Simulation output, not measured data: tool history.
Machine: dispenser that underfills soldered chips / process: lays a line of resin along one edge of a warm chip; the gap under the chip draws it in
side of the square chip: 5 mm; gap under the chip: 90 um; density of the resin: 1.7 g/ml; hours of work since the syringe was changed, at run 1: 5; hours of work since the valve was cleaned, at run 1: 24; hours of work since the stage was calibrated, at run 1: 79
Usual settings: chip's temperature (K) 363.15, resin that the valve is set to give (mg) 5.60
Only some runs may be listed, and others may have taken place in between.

run,hour,chip's temperature (K),resin that the valve is set to give (mg),hours of work since the syringe was changed,hours of work since the valve was cleaned,hours of work since the stage was calibrated,time until the resin shows at the far edge (s),resin that the valve gave (mg)
1,0.0,363.15,5.60,5,24,79,19.8,5.46
2,2.5,363.15,5.60,6,25,81,23.8,5.48
# hour 3.6: new syringe of resin
3,6.0,350.15,5.60,2,28,83,29.5,5.45
4,8.6,350.15,6.53,4,30,85,35.1,6.32
# hour 13.0: new syringe of resin
5,13.0,350.15,5.06,0,33,88,26.0,4.84
6,17.5,350.15,5.06,3,36,92,35.0,4.89
7,21.5,350.15,5.06,6,39,95,45.4,4.88
# hour 22.6: new syringe of resin
8,25.0,363.15,7.29,2,42,97,15.8,7.02
9,28.4,363.15,7.29,4,45,100,19.1,7.11
10,30.6,362.15,5.60,6,46,101,24.2,5.35
# hour 32.0: new syringe of resin
11,33.1,362.15,5.60,1,48,103,15.8,5.40
12,38.0,363.15,5.02,5,52,107,21.0,4.80
# hour 41.4: new syringe of resin
13,41.4,352.15,4.83,0,54,109,24.2,4.54
14,44.7,359.15,5.62,3,56,112,21.0,5.28
15,48.8,365.15,4.85,6,60,115,21.4,4.73
# hour 50.9: new syringe of resin
16,53.5,365.15,4.85,2,63,118,15.4,4.62
17,57.8,372.15,5.83,5,66,121,14.3,5.43
# hour 60.4: new syringe of resin
18,60.7,363.15,6.84,0,68,123,13.8,6.51
19,63.5,371.15,6.29,2,70,125,11.4,5.93
20,67.8,371.15,6.29,6,74,129,15.5,5.91
# hour 69.9: new syringe of resin
21,72.2,377.15,4.84,2,77,132,8.8,4.65

Forecast run 22:
22,74.9,352.15,4.84,4,79,134,?,?

{"run 22": {"time until the resin shows at the far edge (s)": 34.0, "resin that the valve gave (mg)": 4.57}}
On a tool with no hidden condition, and with the same random variation, this run would have come out at time until the resin shows at the far edge (s) 24.6, resin that the valve gave (mg) 4.87.
